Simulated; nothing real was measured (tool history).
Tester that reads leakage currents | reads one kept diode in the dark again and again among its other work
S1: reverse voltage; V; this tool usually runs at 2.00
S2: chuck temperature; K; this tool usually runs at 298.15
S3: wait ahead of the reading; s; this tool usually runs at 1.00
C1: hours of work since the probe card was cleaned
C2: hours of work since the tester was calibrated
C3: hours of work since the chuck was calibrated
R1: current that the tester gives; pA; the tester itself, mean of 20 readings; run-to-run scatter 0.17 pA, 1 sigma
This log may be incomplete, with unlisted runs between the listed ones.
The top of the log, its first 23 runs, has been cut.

run    hour     S1      S2    S3    C1    C2    C3      R1
 24  3553.2   4.20  298.15  0.38   862  5520   545   67.87
     3742.0  -- tester calibrated
 25  3744.3  19.76  324.15  2.48   985     1   667  965.43
 26  3860.0  19.76  324.15  2.48  1060    77   743  961.22
 27  4050.3   2.00  313.15  1.00  1183   200   866  176.43
 28  4165.3   2.00  313.15  1.00  1258   275   941  175.65
 29  4373.5   2.00  298.15  9.17  1393   410  1076   50.06
 30  4532.1   2.00  298.15  9.17  1496   513  1179   49.72
     4597.7  -- chuck's temperature calibrated
 31  4727.5   1.80  329.15  0.72  1622   639    84  613.02
 32  4825.2   2.00  306.15  4.46  1685   702   148  106.56

Alternative continuations, all from the tool just after run 32; predict every row:
  A  4960.8   2.00  315.15  1.61  1773  790  236   ?
  B  4960.8   6.37  306.15  4.46  1773  790  236   ?
  C  4960.8  14.10  306.15  6.04  1773  790  236   ?

run      R1
  A  218.37
  B  164.21
  C  224.96
What these runs would have given with no unlogged condition in the tool:
run      R1
  A  219.00
  B  160.38
  C  214.80
